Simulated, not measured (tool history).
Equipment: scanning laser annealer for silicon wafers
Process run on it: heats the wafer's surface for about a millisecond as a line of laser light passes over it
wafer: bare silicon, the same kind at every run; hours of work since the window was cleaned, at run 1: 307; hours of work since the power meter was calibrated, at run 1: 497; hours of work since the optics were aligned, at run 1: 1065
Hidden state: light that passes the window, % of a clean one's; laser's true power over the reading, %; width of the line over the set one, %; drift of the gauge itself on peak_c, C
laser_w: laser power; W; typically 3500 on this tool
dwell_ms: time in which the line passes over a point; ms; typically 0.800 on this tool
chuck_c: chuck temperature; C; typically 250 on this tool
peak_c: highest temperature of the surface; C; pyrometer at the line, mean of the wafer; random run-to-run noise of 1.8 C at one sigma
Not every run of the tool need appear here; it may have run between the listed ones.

run	hour	laser_w	dwell_ms	chuck_c	hours of work since the window was cleaned	hours of work since the power meter was calibrated	hours of work since the optics were aligned	peak_c
1	0.0	3500	0.800	250	307	497	1065	1030
2	17.0	3049	0.800	250	317	508	1076	909
3	36.0	3049	0.800	250	329	519	1087	913
4	47.6	3049	0.800	250	336	526	1094	911
5	62.7	3500	0.800	286	345	535	1103	1070
6	79.3	3500	0.800	248	355	545	1113	1035
7	92.7	3500	0.800	248	363	553	1121	1029
8	114.4	3500	0.800	248	376	567	1134	1031
9	126.0	3837	0.970	221	383	574	1141	1198
10	146.4	3837	0.970	221	396	586	1154	1200
11	164.1	3580	0.800	265	406	597	1164	1073

Alternative continuations, all from the tool just after run 11; predict every row:
A	180.7	3016	0.748	250	416	607	1174	?
B	180.7	3199	0.935	268	416	607	1174	?
C	180.7	3580	0.789	285	416	607	1174	?
D	180.7	3500	0.800	285	416	607	1174	?

run	peak_c
A	879
B	1034
C	1085
D	1069
The same runs, with their run-to-run variation unchanged, on a tool lacking any hidden condition would have given:
run	peak_c
A	880
B	1035
C	1086
D	1070

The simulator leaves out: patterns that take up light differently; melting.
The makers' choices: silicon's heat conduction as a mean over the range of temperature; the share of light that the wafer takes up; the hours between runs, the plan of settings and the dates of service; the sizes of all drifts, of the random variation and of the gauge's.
